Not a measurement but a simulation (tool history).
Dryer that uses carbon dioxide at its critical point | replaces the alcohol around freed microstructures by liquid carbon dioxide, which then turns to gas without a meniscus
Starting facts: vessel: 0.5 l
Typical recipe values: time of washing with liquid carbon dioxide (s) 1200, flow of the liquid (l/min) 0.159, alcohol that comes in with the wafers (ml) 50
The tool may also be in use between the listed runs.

run,hour,time of washing with liquid carbon dioxide (s),flow of the liquid (l/min),alcohol that comes in with the wafers (ml),alcohol left in the vessel before it's heated (ppm by volume)
1,0,1200,0.159,50,1457
2,6.3,1200,0.159,50,1452
3,11.4,1200,0.159,50,1498
4,20.4,1200,0.159,50,1473
5,27.6,1200,0.159,50,1513
6,35.7,1200,0.159,37,1096
7,41.7,1200,0.159,37,1108
8,48.4,1200,0.159,37,836
9,57,1380,0.159,50,554
10,66.6,1380,0.159,50,581
11,74.5,1020,0.159,50,2209
12,81.5,1200,0.153,86,2270
13,85.6,1500,0.222,91,78
14,94.2,1200,0.257,43,66
15,98.7,1080,0.101,55,8436
16,106,720,0.131,30,6466
17,114.8,960,0.253,25,169
18,121.9,960,0.253,25,197
19,131.1,1200,0.159,32,744
20,136.9,1200,0.159,32,727
21,145.4,1200,0.095,88,12344
22,152.8,1200,0.251,80,159

Removed from this log: 1 entry logged between the listed runs. Between which two listed runs does each belong, and how does the tool's hidden state at the listed run before it compare with that at the listed run after it?
In the gap between runs 7 and 8: inlet filter changed (hour 47.2)
  flow that reaches the vessel past the clogged filter, %: 93.6 -> 100; alcohol in the recycled carbon dioxide, ppm: 10.6 -> 10.7
  what was measured, less what the result would be without the hidden state, alcohol left in the vessel before it's heated (ppm by volume): +281 -> +7
